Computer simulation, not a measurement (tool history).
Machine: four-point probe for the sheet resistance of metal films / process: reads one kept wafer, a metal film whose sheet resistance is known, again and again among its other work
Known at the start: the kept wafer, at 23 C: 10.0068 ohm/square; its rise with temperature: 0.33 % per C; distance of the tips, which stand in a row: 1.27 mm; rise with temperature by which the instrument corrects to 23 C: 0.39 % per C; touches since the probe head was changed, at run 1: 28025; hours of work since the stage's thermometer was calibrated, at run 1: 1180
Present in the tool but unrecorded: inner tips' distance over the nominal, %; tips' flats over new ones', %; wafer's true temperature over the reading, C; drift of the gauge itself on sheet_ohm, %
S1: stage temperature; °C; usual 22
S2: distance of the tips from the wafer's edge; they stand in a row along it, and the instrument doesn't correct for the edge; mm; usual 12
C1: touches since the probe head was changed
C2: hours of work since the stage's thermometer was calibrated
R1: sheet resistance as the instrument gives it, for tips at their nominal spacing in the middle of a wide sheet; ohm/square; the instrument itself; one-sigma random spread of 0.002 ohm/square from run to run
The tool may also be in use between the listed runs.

run	hour	S1	S2	C1	C2	R1
1	0	22	12	28025	1180	10.118557
2	12.5	22	12	28540	1188	10.116569
3	28.6	22	12	29207	1197	10.117298
4	39.2	22	12	29645	1203	10.120965
5	58	22	12	30421	1214	10.120999
6	73.2	22	7	31050	1222	10.231525
7	87.8	22	7	31653	1231	10.231884
8	105.5	22	12	32381	1241	10.116219
9	114.4	34	12	32748	1246	10.048894
10	130.6	34	12	33418	1255	10.051566
11	140.2	34	12	33816	1261	10.055069
12	161.5	22	32	34696	1273	10.066459
13	182.7	31	12	35570	1285	10.067356
14	193.5	31	12	36017	1291	10.061472
15	206.5	31	12	36552	1299	10.066015
16	218.5	22	12	37049	1306	10.113983
17	238.4	22	12	37872	1317	10.117399
18	257.9	22	12	38676	1328	10.113143
19	274.6	22	11	39365	1338	10.128339
20	291	22	19	40044	1347	10.081705
21	306.7	22	19	40693	1356	10.078352
22	324.1	22	19	41410	1366	10.077534
23	335.2	22	19	41869	1372	10.080848
24	351.9	22	19	42559	1382	10.080194
25	373.3	19	12	43442	1394	10.132791
26	393.6	26	25	44280	1406	10.048658
27	403	23	12	44667	1411	10.107404

What will run 28 give?
28	418.5	23	12	45308	1420	?

{"run 28": {"R1": 10.105353}}
Minus the tool's unlogged condition, the same run would have read R1 10.065383 ohm/square.

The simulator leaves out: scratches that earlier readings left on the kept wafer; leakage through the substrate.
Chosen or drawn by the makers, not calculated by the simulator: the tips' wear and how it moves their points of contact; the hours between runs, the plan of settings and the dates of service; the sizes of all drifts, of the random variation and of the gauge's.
